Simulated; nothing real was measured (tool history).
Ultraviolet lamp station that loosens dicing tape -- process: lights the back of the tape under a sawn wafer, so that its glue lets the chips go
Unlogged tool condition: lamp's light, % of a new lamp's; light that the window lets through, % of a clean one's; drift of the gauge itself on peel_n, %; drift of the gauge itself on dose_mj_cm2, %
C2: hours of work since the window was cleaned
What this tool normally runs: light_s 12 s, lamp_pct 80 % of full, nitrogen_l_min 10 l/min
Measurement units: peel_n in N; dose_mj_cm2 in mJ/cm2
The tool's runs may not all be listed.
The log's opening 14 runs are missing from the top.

run 15 hour=873 | light_s=12 lamp_pct=80 nitrogen_l_min=10 | hours_of_work_of_the_lamp=978 C2=126 | peel_n=0.434 dose_mj_cm2=535
run 16 hour=946.4 | light_s=12 lamp_pct=80 nitrogen_l_min=10 | hours_of_work_of_the_lamp=1031 C2=180 | peel_n=0.412 dose_mj_cm2=542
run 17 hour=986.5 | light_s=12 lamp_pct=80 nitrogen_l_min=10 | hours_of_work_of_the_lamp=1061 C2=210 | peel_n=0.424 dose_mj_cm2=542
run 18 hour=1070.3 | light_s=12 lamp_pct=80 nitrogen_l_min=10 | hours_of_work_of_the_lamp=1122 C2=271 | peel_n=0.415 dose_mj_cm2=536
run 19 hour=1135.6 | light_s=12 lamp_pct=80 nitrogen_l_min=10 | hours_of_work_of_the_lamp=1170 C2=319 | peel_n=0.432 dose_mj_cm2=534
run 20 hour=1212.3 | light_s=12 lamp_pct=63 nitrogen_l_min=10 | hours_of_work_of_the_lamp=1226 C2=375 | peel_n=0.702 dose_mj_cm2=421
run 21 hour=1261.4 | light_s=12 lamp_pct=61 nitrogen_l_min=7 | hours_of_work_of_the_lamp=1262 C2=411 | peel_n=1.005 dose_mj_cm2=411
run 22 hour=1346.5 | light_s=12 lamp_pct=83 nitrogen_l_min=7 | hours_of_work_of_the_lamp=1325 C2=474 | peel_n=0.536 dose_mj_cm2=560
-- hour=1417.2 window cleaned of glue's vapour
run 23 hour=1424.1 | light_s=11 lamp_pct=72 nitrogen_l_min=7 | hours_of_work_of_the_lamp=1381 C2=5 | peel_n=0.818 dose_mj_cm2=445
run 24 hour=1465.4 | light_s=10 lamp_pct=66 nitrogen_l_min=4 | hours_of_work_of_the_lamp=1412 C2=35 | peel_n=1.766 dose_mj_cm2=367
run 25 hour=1519.4 | light_s=10 lamp_pct=66 nitrogen_l_min=4 | hours_of_work_of_the_lamp=1451 C2=75 | peel_n=1.705 dose_mj_cm2=373
run 26 hour=1559 | light_s=10 lamp_pct=66 nitrogen_l_min=4 | hours_of_work_of_the_lamp=1480 C2=104 | peel_n=1.718 dose_mj_cm2=371
run 27 hour=1628.7 | light_s=23 lamp_pct=80 nitrogen_l_min=10 | hours_of_work_of_the_lamp=1531 C2=155 | peel_n=0.172 dose_mj_cm2=1025
run 28 hour=1709.4 | light_s=23 lamp_pct=99 nitrogen_l_min=7 | hours_of_work_of_the_lamp=1590 C2=214 | peel_n=0.173 dose_mj_cm2=1283
run 29 hour=1792.1 | light_s=23 lamp_pct=99 nitrogen_l_min=7 | hours_of_work_of_the_lamp=1651 C2=275 | peel_n=0.158 dose_mj_cm2=1285
run 30 hour=1833.4 | light_s=19 lamp_pct=84 nitrogen_l_min=5 | hours_of_work_of_the_lamp=1681 C2=305 | peel_n=0.28 dose_mj_cm2=890
run 31 hour=1917.9 | light_s=11 lamp_pct=84 nitrogen_l_min=15 | hours_of_work_of_the_lamp=1743 C2=367 | peel_n=0.339 dose_mj_cm2=518
-- hour=1989.1 lamp changed
run 32 hour=1996.7 | light_s=12 lamp_pct=76 nitrogen_l_min=12 | hours_of_work_of_the_lamp=6 C2=424 | peel_n=0.401 dose_mj_cm2=514
run 33 hour=2053.7 | light_s=12 lamp_pct=76 nitrogen_l_min=12 | hours_of_work_of_the_lamp=47 C2=466 | peel_n=0.406 dose_mj_cm2=512
run 34 hour=2106.6 | light_s=12 lamp_pct=72 nitrogen_l_min=4 | hours_of_work_of_the_lamp=86 C2=505 | peel_n=1.093 dose_mj_cm2=483
-- hour=2134.9 window cleaned of glue's vapour
run 35 hour=2176.4 | light_s=14 lamp_pct=98 nitrogen_l_min=4 | hours_of_work_of_the_lamp=137 C2=30 | peel_n=0.47 dose_mj_cm2=769
run 36 hour=2262.5 | light_s=14 lamp_pct=98 nitrogen_l_min=4 | hours_of_work_of_the_lamp=200 C2=94 | peel_n=0.477 dose_mj_cm2=765
run 37 hour=2315 | light_s=14 lamp_pct=98 nitrogen_l_min=4 | hours_of_work_of_the_lamp=239 C2=132 | peel_n=0.452 dose_mj_cm2=779

Branching from run 37: 5 alternative next runs. What would each branch give?
run A hour=2410.6 | light_s=8 lamp_pct=87 nitrogen_l_min=4 | hours_of_work_of_the_lamp=309 C2=202 | peel_n=? dose_mj_cm2=?
run B hour=2410.6 | light_s=13 lamp_pct=69 nitrogen_l_min=11 | hours_of_work_of_the_lamp=309 C2=202 | peel_n=? dose_mj_cm2=?
run C hour=2410.6 | light_s=8 lamp_pct=97 nitrogen_l_min=10 | hours_of_work_of_the_lamp=309 C2=202 | peel_n=? dose_mj_cm2=?
run D hour=2410.6 | light_s=12 lamp_pct=94 nitrogen_l_min=4 | hours_of_work_of_the_lamp=309 C2=202 | peel_n=? dose_mj_cm2=?
run E hour=2410.6 | light_s=14 lamp_pct=98 nitrogen_l_min=19 | hours_of_work_of_the_lamp=309 C2=202 | peel_n=? dose_mj_cm2=?

run=A peel_n=1.611 dose_mj_cm2=390
run=B peel_n=0.451 dose_mj_cm2=505
run=C peel_n=0.655 dose_mj_cm2=433
run=D peel_n=0.703 dose_mj_cm2=633
run=E peel_n=0.177 dose_mj_cm2=775
With the hidden condition removed and each run's random variation left untouched, the same runs would have given:
run=A peel_n=1.609 dose_mj_cm2=391
run=B peel_n=0.451 dose_mj_cm2=505
run=C peel_n=0.654 dose_mj_cm2=433
run=D peel_n=0.702 dose_mj_cm2=633
run=E peel_n=0.177 dose_mj_cm2=775

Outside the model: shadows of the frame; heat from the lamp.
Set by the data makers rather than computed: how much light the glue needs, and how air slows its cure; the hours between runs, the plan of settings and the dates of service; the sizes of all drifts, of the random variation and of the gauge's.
